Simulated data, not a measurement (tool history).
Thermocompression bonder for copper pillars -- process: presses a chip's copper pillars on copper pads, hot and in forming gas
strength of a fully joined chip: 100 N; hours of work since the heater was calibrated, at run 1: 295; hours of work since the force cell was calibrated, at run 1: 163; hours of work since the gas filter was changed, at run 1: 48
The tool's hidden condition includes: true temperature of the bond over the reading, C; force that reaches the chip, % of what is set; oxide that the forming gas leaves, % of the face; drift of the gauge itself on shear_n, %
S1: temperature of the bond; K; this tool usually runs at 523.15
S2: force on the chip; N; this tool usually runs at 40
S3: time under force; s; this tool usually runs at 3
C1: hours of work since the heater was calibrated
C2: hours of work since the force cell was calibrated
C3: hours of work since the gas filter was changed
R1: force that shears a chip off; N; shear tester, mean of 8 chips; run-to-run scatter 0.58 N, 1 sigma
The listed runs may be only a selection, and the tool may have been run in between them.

run	day	S1	S2	S3	C1	C2	C3	R1
1	0	523.15	40	3	295	163	48	66.2
2	1.521	523.15	40	4	320	189	74	71.3
3	3.458	523.15	40	4	353	221	106	69.3
4	4.504	523.15	40	4	371	239	124	68.9
5	6.292	523.15	25	3	401	269	154	42.4
6	7.558	523.15	25	3	422	291	175	42.8
7	8.638	523.15	25	3	441	309	194	42.8
8	10.596	523.15	40	2	474	342	227	56.7
# day 10.829: forming gas filter changed
9	12.033	523.15	40	2	498	366	20	62.5
10	13.292	523.15	40	2	519	387	42	61.2
11	14.833	523.15	40	2	545	413	68	60.4
12	16.946	523.15	40	3	580	449	103	69
13	18.6	523.15	40	3	608	476	131	67
14	20.954	523.15	40	3	648	516	171	66
15	22.212	515.15	40	6	669	537	192	70.8
# day 24.55: forming gas filter changed
16	24.604	515.15	40	6	709	577	1	77.8
17	26.679	515.15	39	2	744	612	36	55.7

Run 18 is up next; what results do you expect?
18	29.021	515.15	39	2	784	652	75	?

Run 18 produced R1 54.6 N.
On a tool with no hidden condition, and with the same random variation, this run would have come out at R1 50.3 N.
